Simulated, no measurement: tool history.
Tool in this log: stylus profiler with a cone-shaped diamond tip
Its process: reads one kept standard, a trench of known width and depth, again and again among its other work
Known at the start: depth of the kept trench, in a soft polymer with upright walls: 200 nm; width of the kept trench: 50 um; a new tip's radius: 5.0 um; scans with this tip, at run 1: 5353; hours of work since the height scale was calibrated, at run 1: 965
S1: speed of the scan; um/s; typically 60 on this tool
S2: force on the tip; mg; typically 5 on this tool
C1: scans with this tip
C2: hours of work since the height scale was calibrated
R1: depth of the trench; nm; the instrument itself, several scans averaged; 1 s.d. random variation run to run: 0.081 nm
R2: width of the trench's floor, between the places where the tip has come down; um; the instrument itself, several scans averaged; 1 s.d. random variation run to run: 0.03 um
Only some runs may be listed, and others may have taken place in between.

{"run": 1, "hour": 0.0, "S1": 60, "S2": 5, "C1": 5353, "C2": 965, "R1": 203.86, "R2": 46.67}
{"run": 2, "hour": 59.8, "S1": 60, "S2": 12.17, "C1": 5488, "C2": 989, "R1": 207.93, "R2": 46.64}
{"run": 3, "hour": 93.6, "S1": 60, "S2": 12.17, "C1": 5565, "C2": 1003, "R1": 208.02, "R2": 46.69}
{"run": 4, "hour": 145.6, "S1": 60, "S2": 3.18, "C1": 5682, "C2": 1024, "R1": 202.54, "R2": 46.59}
{"run": 5, "hour": 190.2, "S1": 60, "S2": 3.18, "C1": 5783, "C2": 1042, "R1": 202.52, "R2": 46.52}
{"run": 6, "hour": 254.8, "S1": 60, "S2": 3.18, "C1": 5928, "C2": 1069, "R1": 202.67, "R2": 46.54}
{"run": 7, "hour": 290.5, "S1": 60, "S2": 5, "C1": 6009, "C2": 1083, "R1": 203.9, "R2": 46.53}
{"run": 8, "hour": 339.0, "S1": 60, "S2": 5, "C1": 6118, "C2": 1103, "R1": 203.75, "R2": 46.61}
{"run": 9, "hour": 381.9, "S1": 43, "S2": 5, "C1": 6215, "C2": 1120, "R1": 203.7, "R2": 46.65}
{"run": 10, "hour": 440.1, "S1": 43, "S2": 5, "C1": 6347, "C2": 1144, "R1": 203.72, "R2": 46.58}
{"hour": 444.7, "done": "height scale calibrated on a step standard"}
{"run": 11, "hour": 488.5, "S1": 184, "S2": 5, "C1": 6455, "C2": 18, "R1": 203.38, "R2": 46.27}
{"run": 12, "hour": 561.0, "S1": 184, "S2": 5, "C1": 6618, "C2": 47, "R1": 203.58, "R2": 46.16}
{"run": 13, "hour": 629.9, "S1": 60, "S2": 5, "C1": 6774, "C2": 75, "R1": 203.49, "R2": 46.49}
{"run": 14, "hour": 667.7, "S1": 60, "S2": 5, "C1": 6859, "C2": 91, "R1": 203.39, "R2": 46.58}
{"hour": 677.6, "done": "height scale calibrated on a step standard, once more"}
{"run": 15, "hour": 706.9, "S1": 60, "S2": 5, "C1": 6947, "C2": 12, "R1": 205.01, "R2": 46.51}
{"run": 16, "hour": 751.9, "S1": 60, "S2": 7.21, "C1": 7048, "C2": 30, "R1": 206.41, "R2": 46.54}
{"run": 17, "hour": 810.5, "S1": 60, "S2": 7.21, "C1": 7181, "C2": 54, "R1": 206.21, "R2": 46.51}
{"run": 18, "hour": 863.9, "S1": 60, "S2": 7.21, "C1": 7301, "C2": 76, "R1": 206.35, "R2": 46.5}
{"run": 19, "hour": 900.5, "S1": 60, "S2": 7.21, "C1": 7384, "C2": 91, "R1": 206.26, "R2": 46.51}
{"run": 20, "hour": 940.3, "S1": 37, "S2": 9.77, "C1": 7474, "C2": 107, "R1": 207.64, "R2": 46.59}
{"run": 21, "hour": 1015.2, "S1": 37, "S2": 9.77, "C1": 7643, "C2": 137, "R1": 207.55, "R2": 46.53}
{"run": 22, "hour": 1060.4, "S1": 39, "S2": 2.43, "C1": 7745, "C2": 156, "R1": 202.86, "R2": 46.48}
{"run": 23, "hour": 1137.3, "S1": 111, "S2": 5.73, "C1": 7918, "C2": 187, "R1": 205.36, "R2": 46.37}
{"run": 24, "hour": 1200.4, "S1": 111, "S2": 3.2, "C1": 8061, "C2": 213, "R1": 203.63, "R2": 46.22}
{"run": 25, "hour": 1233.8, "S1": 111, "S2": 2.95, "C1": 8136, "C2": 226, "R1": 203.09, "R2": 46.2}
{"run": 26, "hour": 1271.9, "S1": 111, "S2": 2.99, "C1": 8222, "C2": 242, "R1": 203.49, "R2": 46.24}
{"run": 27, "hour": 1303.2, "S1": 21, "S2": 5.77, "C1": 8293, "C2": 255, "R1": 205.17, "R2": 46.5}
{"run": 28, "hour": 1336.4, "S1": 21, "S2": 5.78, "C1": 8368, "C2": 268, "R1": 205.13, "R2": 46.57}
{"run": 29, "hour": 1368.8, "S1": 113, "S2": 5, "C1": 8441, "C2": 281, "R1": 204.72, "R2": 46.28}
{"run": 30, "hour": 1427.9, "S1": 111, "S2": 5.14, "C1": 8574, "C2": 305, "R1": 204.81, "R2": 46.27}
{"run": 31, "hour": 1466.7, "S1": 24, "S2": 2.43, "C1": 8662, "C2": 321, "R1": 202.7, "R2": 46.54}
{"run": 32, "hour": 1518.0, "S1": 240, "S2": 10.97, "C1": 8778, "C2": 342, "R1": 208.06, "R2": 46.16}
{"run": 33, "hour": 1587.0, "S1": 30, "S2": 2.54, "C1": 8934, "C2": 370, "R1": 202.97, "R2": 46.41}
{"run": 34, "hour": 1638.5, "S1": 30, "S2": 2.54, "C1": 9050, "C2": 391, "R1": 202.76, "R2": 46.4}
{"run": 35, "hour": 1698.4, "S1": 30, "S2": 2.06, "C1": 9185, "C2": 415, "R1": 202.37, "R2": 46.38}
{"run": 36, "hour": 1735.1, "S1": 52, "S2": 2.73, "C1": 9268, "C2": 430, "R1": 202.95, "R2": 46.3}
{"run": 37, "hour": 1807.4, "S1": 52, "S2": 2.73, "C1": 9431, "C2": 460, "R1": 202.89, "R2": 46.28}
{"run": 38, "hour": 1852.1, "S1": 15, "S2": 4.05, "C1": 9532, "C2": 478, "R1": 203.76, "R2": 46.45}

Across each entry between runs, compare the hidden state at the last listed run before it with the hidden state at the first listed run after it:
After run 10, before run 11: height scale calibrated on a step standard (hour 444.7)
  radius of the tip, um: 6.91 -> 6.93; height scale over the true one, %: -0.552 -> -0.72
  the result without the hidden state subtracted from the measured one, R1: -1.14 -> -1.48 nm; R2: -0.5 -> -0.51 um
After run 14, before run 15: height scale calibrated on a step standard, once more (hour 677.6)
  radius of the tip, um: 7.05 -> 7.07; height scale over the true one, %: -0.753 -> 0.015
  the result without the hidden state subtracted from the measured one, R1: -1.54 -> +0.03 nm; R2: -0.54 -> -0.54 um
